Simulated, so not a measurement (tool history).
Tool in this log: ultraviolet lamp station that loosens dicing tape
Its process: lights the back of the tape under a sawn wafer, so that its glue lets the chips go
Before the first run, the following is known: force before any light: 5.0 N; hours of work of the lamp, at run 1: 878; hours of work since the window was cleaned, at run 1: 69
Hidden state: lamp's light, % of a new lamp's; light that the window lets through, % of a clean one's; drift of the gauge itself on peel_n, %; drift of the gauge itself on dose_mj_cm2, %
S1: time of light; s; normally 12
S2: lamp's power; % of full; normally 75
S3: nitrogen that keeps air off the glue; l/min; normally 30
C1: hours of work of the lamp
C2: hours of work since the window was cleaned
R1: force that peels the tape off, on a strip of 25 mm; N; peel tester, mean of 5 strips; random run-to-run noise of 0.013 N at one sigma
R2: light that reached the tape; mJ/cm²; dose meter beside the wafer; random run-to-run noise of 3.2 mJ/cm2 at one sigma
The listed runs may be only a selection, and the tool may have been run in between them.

| run | day | S1 | S2 | S3 | C1 | C2 | R1 | R2 |
|---|---|---|---|---|---|---|---|---|
| 1 | 0 | 12 | 75 | 30 | 878 | 69 | 0.906 | 382 |
| 2 | 2.929 | 12 | 75 | 20 | 907 | 98 | 1.069 | 376 |
| 3 | 6.588 | 12 | 86 | 30 | 943 | 135 | 0.767 | 421 |
| 4 | 8.338 | 12 | 75 | 30 | 961 | 152 | 0.964 | 373 |
| 5 | 10.571 | 12 | 75 | 30 | 983 | 174 | 0.974 | 360 |
| 6 | 12.838 | 12 | 75 | 30 | 1006 | 197 | 0.951 | 357 |
| 7 | 14.883 | 12 | 75 | 30 | 1026 | 218 | 1.019 | 350 |
| 8 | 16.888 | 12 | 75 | 40 | 1047 | 238 | 0.92 | 352 |
| 9 | 18.825 | 13 | 75 | 30 | 1066 | 257 | 0.94 | 373 |
| 10 | 20.804 | 13 | 75 | 19 | 1086 | 277 | 1.143 | 375 |
| 11 | 22.771 | 20 | 100 | 11 | 1105 | 297 | 0.492 | 754 |
| 12 | 25 | 13 | 97 | 19 | 1128 | 319 | 0.782 | 468 |
| 13 | 28.354 | 7 | 76 | 21 | 1161 | 352 | 2.202 | 197 |
| 14 | 30.562 | 12 | 74 | 27 | 1183 | 375 | 1.183 | 316 |
| 15 | 32.683 | 12 | 96 | 14 | 1205 | 396 | 1.135 | 414 |
| 16 | 34.304 | 12 | 96 | 14 | 1221 | 412 | 1.134 | 409 |
| 17 | 37.208 | 9 | 100 | 12 | 1250 | 441 | 1.683 | 316 |
| 18 | 39.058 | 9 | 69 | 24 | 1268 | 460 | 1.911 | 217 |
| 19 | 41.4 | 18 | 64 | 18 | 1292 | 483 | 1.044 | 389 |
| 20 | 43.967 | 7 | 67 | 13 | 1318 | 509 | 2.729 | 156 |

Per-run results on a tool with no hidden state, each run keeping its own random variation:
| run | R1 | R2 |
|---|---|---|
| 1 | 0.585 | 500 |
| 2 | 0.694 | 499 |
| 3 | 0.457 | 571 |
| 4 | 0.584 | 509 |
| 5 | 0.576 | 498 |
| 6 | 0.554 | 500 |
| 7 | 0.588 | 494 |
| 8 | 0.512 | 500 |
| 9 | 0.514 | 539 |
| 10 | 0.641 | 544 |
| 11 | 0.264 | 1109 |
| 12 | 0.399 | 697 |
| 13 | 1.465 | 298 |
| 14 | 0.614 | 488 |
| 15 | 0.569 | 643 |
| 16 | 0.566 | 640 |
| 17 | 0.929 | 502 |
| 18 | 1.117 | 347 |
| 19 | 0.475 | 635 |
| 20 | 1.89 | 258 |

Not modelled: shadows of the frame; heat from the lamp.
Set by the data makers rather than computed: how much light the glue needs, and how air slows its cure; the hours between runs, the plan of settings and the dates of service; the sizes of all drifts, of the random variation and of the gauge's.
